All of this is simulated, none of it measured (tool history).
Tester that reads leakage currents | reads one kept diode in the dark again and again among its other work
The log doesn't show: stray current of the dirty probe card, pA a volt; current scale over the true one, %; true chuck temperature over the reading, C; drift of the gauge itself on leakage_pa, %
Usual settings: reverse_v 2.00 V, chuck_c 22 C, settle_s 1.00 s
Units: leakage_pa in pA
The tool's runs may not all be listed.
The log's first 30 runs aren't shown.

run,hour,reverse_v,chuck_c,settle_s,hours of work since the probe card was cleaned,hours of work since the tester was calibrated,hours of work since the chuck was calibrated,leakage_pa
31,728.5,1.71,30,1.13,1306,589,282,129.83
32,760.0,1.71,25,1.13,1328,611,304,87.12
33,780.5,1.71,25,1.13,1342,625,318,86.76
34,805.3,14.27,28,1.00,1359,642,335,263.44
35,834.9,14.27,28,1.00,1379,662,355,264.86
36,852.5,6.52,25,2.11,1391,674,367,149.59
37,865.9,14.55,48,4.35,1401,684,376,1179.64
38,892.4,2.88,22,1.00,1419,702,395,84.10
39,915.9,1.21,27,1.00,1435,718,411,88.97
40,947.2,1.21,27,1.00,1456,739,432,89.19
41,971.6,2.00,37,1.00,1473,756,449,237.58

3 ways to go on from here, each from the tool as it stands after run 41. What would each give?
A,999.7,5.22,22,9.36,1492,775,468,?
B,999.7,2.00,23,1.00,1492,775,468,?
C,999.7,1.34,28,3.32,1492,775,468,?

run,leakage_pa
A,106.49
B,78.95
C,100.68
Without the tool's hidden state the same runs would have given:
run,leakage_pa
A,106.38
B,78.89
C,100.62
